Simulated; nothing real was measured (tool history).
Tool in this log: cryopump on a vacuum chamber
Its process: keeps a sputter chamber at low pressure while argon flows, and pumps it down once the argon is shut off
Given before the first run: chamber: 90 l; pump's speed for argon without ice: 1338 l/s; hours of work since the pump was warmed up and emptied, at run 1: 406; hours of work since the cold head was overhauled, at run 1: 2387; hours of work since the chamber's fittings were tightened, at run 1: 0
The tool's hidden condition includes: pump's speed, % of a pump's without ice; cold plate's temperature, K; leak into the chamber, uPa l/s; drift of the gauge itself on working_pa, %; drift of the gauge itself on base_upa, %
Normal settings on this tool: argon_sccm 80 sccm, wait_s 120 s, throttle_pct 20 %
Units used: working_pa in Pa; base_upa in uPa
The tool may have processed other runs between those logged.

run	hour	argon_sccm	wait_s	throttle_pct	hours of work since the pump was warmed up and emptied	hours of work since the cold head was overhauled	hours of work since the chamber's fittings were tightened	working_pa	base_upa
1	0.0	80	120	20	406	2387	0	0.5192	0.64
2	76.1	80	239	20	471	2452	66	0.5201	0.50
3	162.6	80	239	20	546	2527	140	0.5264	0.52
4	258.4	80	28	20	628	2609	222	0.5233	1.71
5	358.2	80	28	20	714	2695	308	0.5301	1.78
6	422.9	80	267	20	770	2751	364	0.5298	0.58
7	475.4	56	267	20	815	2796	409	0.3710	0.60
8	543.1	56	267	20	873	2854	468	0.3736	0.60
# hour 592.2: pump warmed up, emptied and cooled again
9	600.9	56	267	20	7	2900	513	0.3551	0.60
10	663.1	56	267	20	61	2953	567	0.3558	0.53
11	711.6	56	267	20	103	2995	608	0.3581	0.56
12	782.5	56	267	20	164	3056	669	0.3590	0.59
13	852.1	56	267	20	224	3116	729	0.3634	0.62
14	923.9	56	267	55	286	3178	791	0.1359	0.63
15	995.8	80	120	20	348	3240	853	0.5187	0.83
16	1061.8	80	120	47	404	3296	910	0.2287	0.86
17	1110.7	100	120	20	446	3339	952	0.6462	0.89
18	1167.1	50	238	20	495	3387	1001	0.3248	0.73
19	1218.8	107	55	43	539	3432	1045	0.3385	1.28
20	1296.5	80	90	22	606	3499	1112	0.4808	1.03

Run 21 comes next. What will it give?
21	1347.4	80	120	59	650	3542	1156	?	?

working_pa: 0.1923 Pa
base_upa: 0.96 uPa
If the tool had no hidden condition, the same run with the same run-to-run variation would have returned working_pa 0.1713 Pa, base_upa 0.56 uPa.
